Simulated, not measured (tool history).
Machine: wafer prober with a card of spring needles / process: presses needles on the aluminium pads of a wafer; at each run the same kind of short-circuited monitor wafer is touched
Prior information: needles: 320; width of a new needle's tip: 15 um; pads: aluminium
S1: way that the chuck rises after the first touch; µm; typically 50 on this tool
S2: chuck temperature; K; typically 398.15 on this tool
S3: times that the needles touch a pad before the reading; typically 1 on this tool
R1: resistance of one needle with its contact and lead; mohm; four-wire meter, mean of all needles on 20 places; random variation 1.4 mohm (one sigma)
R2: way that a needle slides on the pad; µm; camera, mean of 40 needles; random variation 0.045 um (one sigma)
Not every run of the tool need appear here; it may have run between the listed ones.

Run 1, hour 0.0: usual settings. Result: R1 124 mohm, R2 11.80 µm.
Run 2, hour 87.7: usual settings. Result: R1 126 mohm, R2 11.88 µm.
Run 3, hour 177.1: usual settings. Result: R1 124 mohm, R2 11.86 µm.
Run 4, hour 260.7: usual settings but S2 310.15 K. Result: R1 112 mohm, R2 11.82 µm.
Run 5, hour 339.5: usual settings but S2 310.15 K. Result: R1 114 mohm, R2 11.84 µm.
Run 6, hour 411.2: usual settings but S2 310.15 K. Result: R1 112 mohm, R2 11.83 µm.
Run 7, hour 494.1: usual settings. Result: R1 125 mohm, R2 11.79 µm.
Run 8, hour 587.5: usual settings but S3 2. Result: R1 125 mohm, R2 11.86 µm.
Run 9, hour 653.4: usual settings but S3 2. Result: R1 124 mohm, R2 11.89 µm.
Run 10, hour 743.1: usual settings but S3 2. Result: R1 126 mohm, R2 11.87 µm.
Run 11, hour 782.4: usual settings but S3 2. Result: R1 126 mohm, R2 11.81 µm.
Run 12, hour 863.7: usual settings but S3 2. Result: R1 124 mohm, R2 11.86 µm.
Run 13, hour 919.7: usual settings. Result: R1 127 mohm, R2 11.88 µm.
Run 14, hour 964.9: usual settings. Result: R1 128 mohm, R2 11.80 µm.
Run 15, hour 1022.3: usual settings. Result: R1 129 mohm, R2 11.81 µm.
Run 16, hour 1087.3: usual settings but S3 2. Result: R1 125 mohm, R2 11.86 µm.
Run 17, hour 1164.0: usual settings but S1 43 µm, S3 2. Result: R1 128 mohm, R2 10.16 µm.
Run 18, hour 1249.2: usual settings but S1 65 µm, S2 359.15 K. Result: R1 115 mohm, R2 15.34 µm.
Run 19, hour 1315.2: usual settings but S1 65 µm, S2 330.15 K. Result: R1 110 mohm, R2 15.35 µm.
Run 20, hour 1378.4: usual settings but S1 65 µm, S2 330.15 K, S3 2. Result: R1 111 mohm, R2 15.28 µm.
Run 21, hour 1448.2: usual settings but S1 36 µm, S2 355.15 K, S3 2. Result: R1 129 mohm, R2 8.47 µm.
Run 22, hour 1492.9: usual settings but S1 36 µm, S2 308.15 K, S3 2. Result: R1 120 mohm, R2 8.54 µm.
Run 23, hour 1551.3: usual settings but S1 49 µm, S2 310.15 K, S3 3. Result: R1 114 mohm, R2 11.56 µm.
Run 24, hour 1609.2: usual settings but S1 55 µm, S2 303.15 K, S3 2. Result: R1 110 mohm, R2 12.91 µm.
Run 25, hour 1671.3: usual settings but S1 52 µm, S2 302.15 K. Result: R1 112 mohm, R2 12.27 µm.
Run 26, hour 1751.0: usual settings but S1 52 µm, S2 302.15 K, S3 2. Result: R1 111 mohm, R2 12.32 µm.
Run 27, hour 1830.8: usual settings but S1 42 µm, S2 357.15 K, S3 2. Result: R1 128 mohm, R2 9.85 µm.
Run 28, hour 1920.1: usual settings but S1 45 µm, S2 373.15 K. Result: R1 124 mohm, R2 10.64 µm.
Run 29, hour 1990.9: usual settings but S2 322.15 K, S3 2. Result: R1 113 mohm, R2 11.78 µm.
Run 30, hour 2083.9: usual settings but S2 382.15 K. Result: R1 123 mohm, R2 11.76 µm.

Removed from this log: 69 entries logged between the listed runs. Between which two listed runs does each belong, and how does the tool's hidden state at the listed run before it compare with that at the listed run after it?
Between runs 1 and 2: tips cleaned on abrasive film (hour 28.7); tips cleaned on abrasive film (hour 62.2)
  debris on the tips, nm: 0 -> 0.4
Between runs 2 and 3: tips cleaned on abrasive film (hour 94.9); tips cleaned on abrasive film (hour 123.7); height of the first contact set anew (hour 124.0); tips cleaned on abrasive film (hour 158.2)
  debris on the tips, nm: 0.4 -> 0.3; way that the needles fall short of the set height, um: 0.01 -> 0
Between runs 3 and 4: tips cleaned on abrasive film (hour 187.8); tips cleaned on abrasive film (hour 219.1); tips cleaned on abrasive film (hour 247.4)
  tips' diameter, um: 15 -> 15.01
Between runs 4 and 5: tips cleaned on abrasive film (hour 281.9); tips cleaned on abrasive film (hour 310.4); tips cleaned on abrasive film (hour 339.5)
  debris on the tips, nm: 0.3 -> 0
Between runs 5 and 6: tips cleaned on abrasive film (hour 368.1); tips cleaned on abrasive film (hour 403.1)
  debris on the tips, nm: 0 -> 0.2
Between runs 6 and 7: tips cleaned on abrasive film (hour 438.3); tips cleaned on abrasive film (hour 470.1)
  debris on the tips, nm: 0.2 -> 0.4
Between runs 7 and 8: tips cleaned on abrasive film (hour 500.7); tips cleaned on abrasive film (hour 529.5); tips cleaned on abrasive film (hour 560.5)
  no difference in the tool's unlogged condition between these two runs
Between runs 8 and 9: tips cleaned on abrasive film (hour 594.6); tips cleaned on abrasive film (hour 624.5); tips cleaned on abrasive film (hour 653.3)
  debris on the tips, nm: 0.4 -> 0; way that the needles fall short of the set height, um: 0 -> 0.01
Between runs 9 and 10: tips cleaned on abrasive film (hour 684.7); tips cleaned on abrasive film (hour 717.1)
  debris on the tips, nm: 0 -> 0.4
Between runs 10 and 11: tips cleaned on abrasive film (hour 748.6); tips cleaned on abrasive film (hour 782.4)
  debris on the tips, nm: 0.4 -> 0
Between runs 11 and 12: tips cleaned on abrasive film (hour 811.9); height of the first contact set anew (hour 835.2); tips cleaned on abrasive film (hour 845.6)
  debris on the tips, nm: 0 -> 0.3; way that the needles fall short of the set height, um: 0.01 -> 0
Between runs 12 and 13: tips cleaned on abrasive film (hour 874.2); tips cleaned on abrasive film (hour 904.2)
  no difference in the tool's unlogged condition between these two runs
Between runs 13 and 14: tips cleaned on abrasive film (hour 934.0); tips cleaned on abrasive film (hour 964.9)
  debris on the tips, nm: 0.3 -> 0
Between runs 14 and 15: tips cleaned on abrasive film (hour 995.8)
  debris on the tips, nm: 0 -> 0.4
Between runs 15 and 16: tips cleaned on abrasive film (hour 1029.3); tips cleaned on abrasive film (hour 1064.5)
  debris on the tips, nm: 0.4 -> 0.3
Between runs 16 and 17: tips cleaned on abrasive film (hour 1096.0); tips cleaned on abrasive film (hour 1129.5); tips cleaned on abrasive film (hour 1160.3)
  debris on the tips, nm: 0.3 -> 0.2
Between runs 17 and 18: tips cleaned on abrasive film (hour 1190.3); tips cleaned on abrasive film (hour 1221.0)
  debris on the tips, nm: 0.2 -> 0.4
Between runs 18 and 19: tips cleaned on abrasive film (hour 1256.4); tips cleaned on abrasive film (hour 1285.4); tips cleaned on abrasive film (hour 1315.2)
  debris on the tips, nm: 0.4 -> 0; way that the needles fall short of the set height, um: 0 -> 0.01
Between runs 19 and 20: tips cleaned on abrasive film (hour 1348.4); tips cleaned on abrasive film (hour 1378.4)
  no difference in the tool's unlogged condition between these two runs
Between runs 20 and 21: tips cleaned on abrasive film (hour 1406.9); tips cleaned on abrasive film (hour 1441.6)
  debris on the tips, nm: 0 -> 0.2
Between runs 21 and 22: tips cleaned on abrasive film (hour 1475.0)
  debris on the tips, nm: 0.2 -> 0.3
Between runs 22 and 23: tips cleaned on abrasive film (hour 1506.6); tips cleaned on abrasive film (hour 1540.1); height of the first contact set anew (hour 1545.7)
  debris on the tips, nm: 0.3 -> 0.2; way that the needles fall short of the set height, um: 0.01 -> 0
Between runs 23 and 24: tips cleaned on abrasive film (hour 1572.5); tips cleaned on abrasive film (hour 1603.5)
  debris on the tips, nm: 0.2 -> 0.1
Between runs 24 and 25: tips cleaned on abrasive film (hour 1638.7); tips cleaned on abrasive film (hour 1671.3)
  debris on the tips, nm: 0.1 -> 0
Between runs 25 and 26: tips cleaned on abrasive film (hour 1700.2); tips cleaned on abrasive film (hour 1732.4)
  debris on the tips, nm: 0 -> 0.3
Between runs 26 and 27: tips cleaned on abrasive film (hour 1763.7); tips cleaned on abrasive film (hour 1797.1); tips cleaned on abrasive film (hour 1828.4)
  debris on the tips, nm: 0.3 -> 0.1
Between runs 27 and 28: tips cleaned on abrasive film (hour 1859.0); tips cleaned on abrasive film (hour 1894.1)
  debris on the tips, nm: 0.1 -> 0.4
Between runs 28 and 29: tips cleaned on abrasive film (hour 1925.1); tips cleaned on abrasive film (hour 1960.1); tips cleaned on abrasive film (hour 1990.9)
  debris on the tips, nm: 0.4 -> 0
Between runs 29 and 30: tips cleaned on abrasive film (hour 2019.8); tips cleaned on abrasive film (hour 2051.8); tips cleaned on abrasive film (hour 2080.8)
  debris on the tips, nm: 0 -> 0.1; way that the needles fall short of the set height, um: 0 -> 0.01

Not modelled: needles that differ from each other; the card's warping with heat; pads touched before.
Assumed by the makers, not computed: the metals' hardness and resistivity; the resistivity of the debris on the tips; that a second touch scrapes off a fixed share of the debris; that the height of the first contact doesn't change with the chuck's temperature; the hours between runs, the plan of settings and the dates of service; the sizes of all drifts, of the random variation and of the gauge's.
